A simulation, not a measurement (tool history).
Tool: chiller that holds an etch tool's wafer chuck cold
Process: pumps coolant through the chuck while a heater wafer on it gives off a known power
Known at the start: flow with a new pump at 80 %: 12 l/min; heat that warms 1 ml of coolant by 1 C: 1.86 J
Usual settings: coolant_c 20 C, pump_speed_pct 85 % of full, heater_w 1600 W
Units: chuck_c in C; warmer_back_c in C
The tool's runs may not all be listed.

{"run": 1, "day": 0.0, "coolant_c": 20, "pump_speed_pct": 85, "heater_w": 1600, "chuck_c": 30.4, "warmer_back_c": 4.02}
{"run": 2, "day": 1.825, "coolant_c": 20, "pump_speed_pct": 85, "heater_w": 1600, "chuck_c": 30.4, "warmer_back_c": 4}
{"run": 3, "day": 4.333, "coolant_c": 20, "pump_speed_pct": 84, "heater_w": 1600, "chuck_c": 30.5, "warmer_back_c": 4.07}
{"run": 4, "day": 6.008, "coolant_c": 20, "pump_speed_pct": 84, "heater_w": 1841, "chuck_c": 32, "warmer_back_c": 4.66}
{"run": 5, "day": 7.367, "coolant_c": 20, "pump_speed_pct": 69, "heater_w": 1600, "chuck_c": 32.4, "warmer_back_c": 4.96}
{"run": 6, "day": 9.262, "coolant_c": 20, "pump_speed_pct": 89, "heater_w": 1600, "chuck_c": 30, "warmer_back_c": 3.78}
{"run": 7, "day": 11.204, "coolant_c": 20, "pump_speed_pct": 89, "heater_w": 1600, "chuck_c": 29.8, "warmer_back_c": 3.76}
{"run": 8, "day": 12.842, "coolant_c": 20, "pump_speed_pct": 89, "heater_w": 1600, "chuck_c": 30, "warmer_back_c": 3.8}
{"run": 9, "day": 14.358, "coolant_c": 26, "pump_speed_pct": 89, "heater_w": 1600, "chuck_c": 35.9, "warmer_back_c": 3.75}
{"run": 10, "day": 16.346, "coolant_c": 20, "pump_speed_pct": 75, "heater_w": 1600, "chuck_c": 31.7, "warmer_back_c": 4.46}
{"run": 11, "day": 18.438, "coolant_c": 20, "pump_speed_pct": 75, "heater_w": 1600, "chuck_c": 31.5, "warmer_back_c": 4.41}
{"run": 12, "day": 20.175, "coolant_c": 20, "pump_speed_pct": 75, "heater_w": 1600, "chuck_c": 31.4, "warmer_back_c": 4.44}
{"run": 13, "day": 22.162, "coolant_c": 20, "pump_speed_pct": 75, "heater_w": 1600, "chuck_c": 31.6, "warmer_back_c": 4.43}
{"run": 14, "day": 23.438, "coolant_c": 20, "pump_speed_pct": 75, "heater_w": 1600, "chuck_c": 31.6, "warmer_back_c": 4.47}
{"run": 15, "day": 25.192, "coolant_c": 20, "pump_speed_pct": 85, "heater_w": 1600, "chuck_c": 30.4, "warmer_back_c": 3.87}
{"run": 16, "day": 26.312, "coolant_c": 20, "pump_speed_pct": 85, "heater_w": 1600, "chuck_c": 30.5, "warmer_back_c": 3.83}
{"run": 17, "day": 27.758, "coolant_c": 11, "pump_speed_pct": 85, "heater_w": 821, "chuck_c": 16.3, "warmer_back_c": 1.88}
{"run": 18, "day": 30.329, "coolant_c": 17, "pump_speed_pct": 85, "heater_w": 1223, "chuck_c": 24.9, "warmer_back_c": 2.91}
{"run": 19, "day": 32.846, "coolant_c": 17, "pump_speed_pct": 85, "heater_w": 1223, "chuck_c": 24.9, "warmer_back_c": 2.89}
{"run": 20, "day": 34.279, "coolant_c": 11, "pump_speed_pct": 85, "heater_w": 1223, "chuck_c": 18.9, "warmer_back_c": 2.79}
{"day": 34.738, "done": "coolant changed, channels flushed"}
{"run": 21, "day": 36.412, "coolant_c": 16, "pump_speed_pct": 95, "heater_w": 1356, "chuck_c": 24.1, "warmer_back_c": 2.82}
{"run": 22, "day": 37.642, "coolant_c": 15, "pump_speed_pct": 67, "heater_w": 1833, "chuck_c": 29.8, "warmer_back_c": 5.64}
{"run": 23, "day": 40.225, "coolant_c": 15, "pump_speed_pct": 67, "heater_w": 1833, "chuck_c": 29.5, "warmer_back_c": 5.66}
{"run": 24, "day": 42.842, "coolant_c": 20, "pump_speed_pct": 85, "heater_w": 1395, "chuck_c": 29.1, "warmer_back_c": 3.24}
{"run": 25, "day": 44.467, "coolant_c": 20, "pump_speed_pct": 85, "heater_w": 1395, "chuck_c": 29, "warmer_back_c": 3.21}
{"day": 45.3, "done": "gauge calibrated"}
{"run": 26, "day": 46.271, "coolant_c": 11, "pump_speed_pct": 75, "heater_w": 1395, "chuck_c": 21.1, "warmer_back_c": 4.02}
{"run": 27, "day": 48.146, "coolant_c": 20, "pump_speed_pct": 79, "heater_w": 1546, "chuck_c": 30.6, "warmer_back_c": 4.19}
{"run": 28, "day": 49.471, "coolant_c": 22, "pump_speed_pct": 99, "heater_w": 1366, "chuck_c": 29.8, "warmer_back_c": 2.93}
{"run": 29, "day": 51.712, "coolant_c": 22, "pump_speed_pct": 99, "heater_w": 1366, "chuck_c": 29.7, "warmer_back_c": 2.89}
{"run": 30, "day": 52.933, "coolant_c": 22, "pump_speed_pct": 99, "heater_w": 1366, "chuck_c": 29.7, "warmer_back_c": 2.9}
{"run": 31, "day": 54.154, "coolant_c": 11, "pump_speed_pct": 85, "heater_w": 1434, "chuck_c": 20.3, "warmer_back_c": 3.58}

Measured less the same run without the tool's hidden state. The same run-to-run variation is in both; the gauge's scatter may not be:
The hidden state here: heat passed by the chuck's channels, % of clean ones'; flow at a given pump speed, % of a new pump's; coolant's true temperature over the reading, C; drift of the gauge itself on chuck_c, C; drift of the gauge itself on warmer_back_c, C.
run=1 warmer_back_c=+0
run=2 warmer_back_c=-0.01
run=3 warmer_back_c=-0.03
run=4 warmer_back_c=-0.04
run=5 warmer_back_c=-0.05
run=6 warmer_back_c=-0.07
run=7 warmer_back_c=-0.08
run=8 warmer_back_c=-0.09
run=9 warmer_back_c=-0.1
run=10 warmer_back_c=-0.11
run=11 warmer_back_c=-0.13
run=12 warmer_back_c=-0.14
run=13 warmer_back_c=-0.16
run=14 warmer_back_c=-0.17
run=15 warmer_back_c=-0.18
run=16 warmer_back_c=-0.18
run=17 warmer_back_c=-0.2
run=18 warmer_back_c=-0.21
run=19 warmer_back_c=-0.23
run=20 warmer_back_c=-0.24
run=21 warmer_back_c=-0.26
run=22 warmer_back_c=-0.26
run=23 warmer_back_c=-0.28
run=24 warmer_back_c=-0.3
run=25 warmer_back_c=-0.31
run=26 warmer_back_c=+0
run=27 warmer_back_c=-0.02
run=28 warmer_back_c=-0.02
run=29 warmer_back_c=-0.04
run=30 warmer_back_c=-0.05
run=31 warmer_back_c=-0.06
chuck_c: within 0.1 C of the measured result in every run.

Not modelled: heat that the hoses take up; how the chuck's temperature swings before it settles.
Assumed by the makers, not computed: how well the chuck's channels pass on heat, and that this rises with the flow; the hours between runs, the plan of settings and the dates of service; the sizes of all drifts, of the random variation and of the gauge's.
